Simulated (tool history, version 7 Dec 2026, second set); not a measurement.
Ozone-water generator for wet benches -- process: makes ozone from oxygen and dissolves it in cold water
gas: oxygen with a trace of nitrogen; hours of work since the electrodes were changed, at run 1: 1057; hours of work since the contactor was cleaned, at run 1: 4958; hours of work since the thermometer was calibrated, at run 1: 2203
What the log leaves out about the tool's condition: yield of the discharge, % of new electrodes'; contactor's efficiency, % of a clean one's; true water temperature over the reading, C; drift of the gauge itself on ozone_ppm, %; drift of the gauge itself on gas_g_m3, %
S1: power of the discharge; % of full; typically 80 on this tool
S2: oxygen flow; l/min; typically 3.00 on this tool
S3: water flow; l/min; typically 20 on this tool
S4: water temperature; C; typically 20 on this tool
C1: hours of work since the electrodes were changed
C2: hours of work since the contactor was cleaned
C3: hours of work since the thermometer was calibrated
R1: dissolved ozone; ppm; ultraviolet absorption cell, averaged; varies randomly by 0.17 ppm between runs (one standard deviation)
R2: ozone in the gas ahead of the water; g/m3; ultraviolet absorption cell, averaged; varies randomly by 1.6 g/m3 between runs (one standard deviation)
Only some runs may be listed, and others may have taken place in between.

run    hour   S1    S2  S3  S4    C1    C2    C3    R1     R2
  1     0.0   80  3.00  20  20  1057  4958  2203  20.4  292.4
  2    52.4   80  3.00  20  20  1104  5005  2249  20.4  296.1
  3    98.7   80  3.00  20  20  1145  5046  2291  20.6  292.6
  4   151.6   80  3.00  20  20  1192  5093  2338  20.5  292.7
  5   205.0   80  3.00  20  20  1240  5141  2385  20.4  292.9
  6   263.6   80  3.00  20  20  1292  5193  2437  20.4  292.2
  7   325.9   80  3.00  20  20  1347  5248  2493  20.3  291.1
  8   364.3   80  3.00  18  20  1382  5283  2527  22.4  289.0
  9   416.4   58  3.00  20  20  1428  5329  2573  16.6  235.2
 10   454.1   58  3.00  13  20  1462  5362  2607  24.8  237.0
 11   510.3   58  3.00  13  20  1512  5413  2657  24.9  238.0
 12   563.7   80  3.00  20  24  1559  5460  2705  19.2  288.9
 13   603.0   80  3.00  20  24  1594  5495  2740  18.9  288.8
 14   664.9   80  3.00  20  24  1649  5550  2795  19.2  289.1
 15   690.3   80  3.00  20  24  1672  5573  2817  19.2  289.4
 16   739.1   80  3.00  20  24  1715  5616  2861  19.2  291.7
 17   774.7   80  3.00  20  24  1747  5648  2892  19.0  290.2
 18   831.4   80  2.33  20  22  1797  5698  2943  18.1  311.3
 19   865.3   80  2.33  20  22  1828  5729  2973  17.9  312.0
 20   926.5   80  2.33  20  22  1882  5783  3028  17.8  314.8
 21   973.1   96  2.33  21  19  1924  5825  3069  19.7  354.8
      982.5  -- contactor cleaned
 22  1025.4   41  4.96  20  27  1967    38  3112  13.0  160.2
 23  1070.2   80  4.27  20  20  2007    78  3152  20.9  252.7
 24  1100.6   46  4.64  22  14  2034   105  3179  14.8  174.4
     1153.6  -- contactor cleaned, once more
 25  1158.5   69  4.64  22  26  2082     4  3227  18.5  225.4
 26  1215.7  100  3.00  20  20  2133    55  3278  24.5  327.2
 27  1276.4   59  2.39  20  24  2187   109  3332  15.6  255.5
 28  1321.9   59  2.39  20  24  2227   150  3372  15.6  255.2
 29  1384.9   80  2.05  20  24  2283   206  3429  17.6  325.4
 30  1427.8   80  2.05  20  24  2321   244  3467  18.1  323.6
 31  1480.1   96  4.99  15  13  2368   291  3513  38.2  268.2
 32  1516.6   96  4.58  15  13  2400   323  3546  37.5  276.8

What will run 33 give?
 33  1551.6  70  2.65  15  13  2432  354  3577   ?   ?

For run 33 the tool returned R1 26.4 ppm, R2 273.3 g/m3.
On a tool with no hidden condition, and with the same random variation, this run would have come out at R1 28.2 ppm, R2 289.5 g/m3.
